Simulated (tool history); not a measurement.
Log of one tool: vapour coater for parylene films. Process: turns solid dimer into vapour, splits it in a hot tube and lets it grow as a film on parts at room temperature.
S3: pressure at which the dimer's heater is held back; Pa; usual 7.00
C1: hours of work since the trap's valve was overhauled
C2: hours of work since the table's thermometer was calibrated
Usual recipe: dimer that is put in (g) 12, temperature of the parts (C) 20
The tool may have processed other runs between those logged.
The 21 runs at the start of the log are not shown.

Run 22, hour 1093.4: usual settings but S3 5.68 Pa; C1 158; C2 760. Result: thickness of the film (µm) 1.82.
Run 23, hour 1163.4: usual settings but S3 5.68 Pa; C1 201; C2 803. Result: thickness of the film (µm) 1.79.
Run 24, hour 1219.6: usual settings but temperature of the parts (C) 24, S3 2.53 Pa; C1 236; C2 838. Result: thickness of the film (µm) 1.71.
Run 25, hour 1287.5: usual settings but dimer that is put in (g) 8, S3 2.22 Pa; C1 278; C2 880. Result: thickness of the film (µm) 1.42.
Run 26, hour 1331.0: usual settings but dimer that is put in (g) 7, S3 5.71 Pa; C1 305; C2 907. Result: thickness of the film (µm) 1.01.
Run 27, hour 1367.3: usual settings but dimer that is put in (g) 7, S3 5.71 Pa; C1 327; C2 929. Result: thickness of the film (µm) 1.01.
At hour 1426.5: table's thermometer calibrated.
Run 28, hour 1435.0: usual settings but dimer that is put in (g) 21, S3 8.89 Pa; C1 368; C2 5. Result: thickness of the film (µm) 2.70.
Run 29, hour 1477.8: usual settings but dimer that is put in (g) 21, S3 10.35 Pa; C1 395; C2 32. Result: thickness of the film (µm) 2.59.
At hour 1524.4: trap's valve overhauled.
Run 30, hour 1524.4: usual settings but dimer that is put in (g) 7; C1 0; C2 58. Result: thickness of the film (µm) 1.06.
Run 31, hour 1555.6: usual settings but dimer that is put in (g) 7; C1 19; C2 77. Result: thickness of the film (µm) 1.04.
Run 32, hour 1610.5: usual settings but dimer that is put in (g) 7; C1 53; C2 111. Result: thickness of the film (µm) 1.05.
Run 33, hour 1672.3: usual settings but dimer that is put in (g) 7, temperature of the parts (C) 24; C1 91; C2 149. Result: thickness of the film (µm) 0.86.
Run 34, hour 1739.7: usual settings but dimer that is put in (g) 13, temperature of the parts (C) 31, S3 8.51 Pa; C1 133; C2 191. Result: thickness of the film (µm) 1.06.
Run 35, hour 1780.7: usual settings but dimer that is put in (g) 14, S3 9.29 Pa; C1 158; C2 216. Result: thickness of the film (µm) 1.89.
At hour 1815.6: table's thermometer calibrated, once more.
Run 36, hour 1815.6: usual settings but dimer that is put in (g) 14, S3 9.29 Pa; C1 179; C2 0. Result: thickness of the film (µm) 2.01.
Run 37, hour 1881.3: usual settings but dimer that is put in (g) 14, S3 9.29 Pa; C1 220; C2 41. Result: thickness of the film (µm) 1.97.
Run 38, hour 1937.0: usual settings but dimer that is put in (g) 8, temperature of the parts (C) 18, S3 6.12 Pa; C1 254; C2 75. Result: thickness of the film (µm) 1.36.
Run 39, hour 2013.7: usual settings but dimer that is put in (g) 8, S3 6.12 Pa; C1 302; C2 122. Result: thickness of the film (µm) 1.20.
Run 40, hour 2076.8: usual settings but dimer that is put in (g) 8, S3 6.12 Pa; C1 341; C2 161. Result: thickness of the film (µm) 1.20.
Run 41, hour 2113.1: usual settings but dimer that is put in (g) 8, temperature of the parts (C) 13, S3 6.12 Pa; C1 363; C2 184. Result: thickness of the film (µm) 1.66.
Run 42, hour 2152.9: usual settings but dimer that is put in (g) 15, temperature of the parts (C) 12; C1 388; C2 208. Result: thickness of the film (µm) 3.20.
Run 43, hour 2200.3: usual settings but dimer that is put in (g) 15, temperature of the parts (C) 26, S3 2.39 Pa; C1 417; C2 238. Result: thickness of the film (µm) 1.96.
At hour 2213.0: trap's valve overhauled.
Run 44, hour 2277.9: usual settings but dimer that is put in (g) 15, temperature of the parts (C) 26, S3 2.39 Pa; C1 40; C2 283. Result: thickness of the film (µm) 2.18.
Run 45, hour 2312.0: usual settings but S3 7.16 Pa; C1 61; C2 304. Result: thickness of the film (µm) 1.86.
Run 46, hour 2364.3: usual settings but S3 7.16 Pa; C1 94; C2 337. Result: thickness of the film (µm) 1.82.

Predict each of these 4 candidate next runs independently; none follows another, all start after run 46:
Run A, hour 2429.1: usual settings but S3 2.18 Pa; C1 134; C2 377. Result: thickness of the film (µm) ?.
Run B, hour 2429.1: usual settings but dimer that is put in (g) 9, temperature of the parts (C) 12, S3 4.14 Pa; C1 134; C2 377. Result: thickness of the film (µm) ?.
Run C, hour 2429.1: usual settings but temperature of the parts (C) 27, S3 3.73 Pa; C1 134; C2 377. Result: thickness of the film (µm) ?.
Run D, hour 2429.1: usual settings but temperature of the parts (C) 19, S3 2.23 Pa; C1 134; C2 377. Result: thickness of the film (µm) ?.

run  thickness of the film (µm)
  A                        2.29
  B                        2.26
  C                        1.48
  D                        2.41
Take away the tool's hidden state, keep each run's random variation, and the runs would have read:
run  thickness of the film (µm)
  A                        2.42
  B                        2.38
  C                        1.56
  D                        2.54
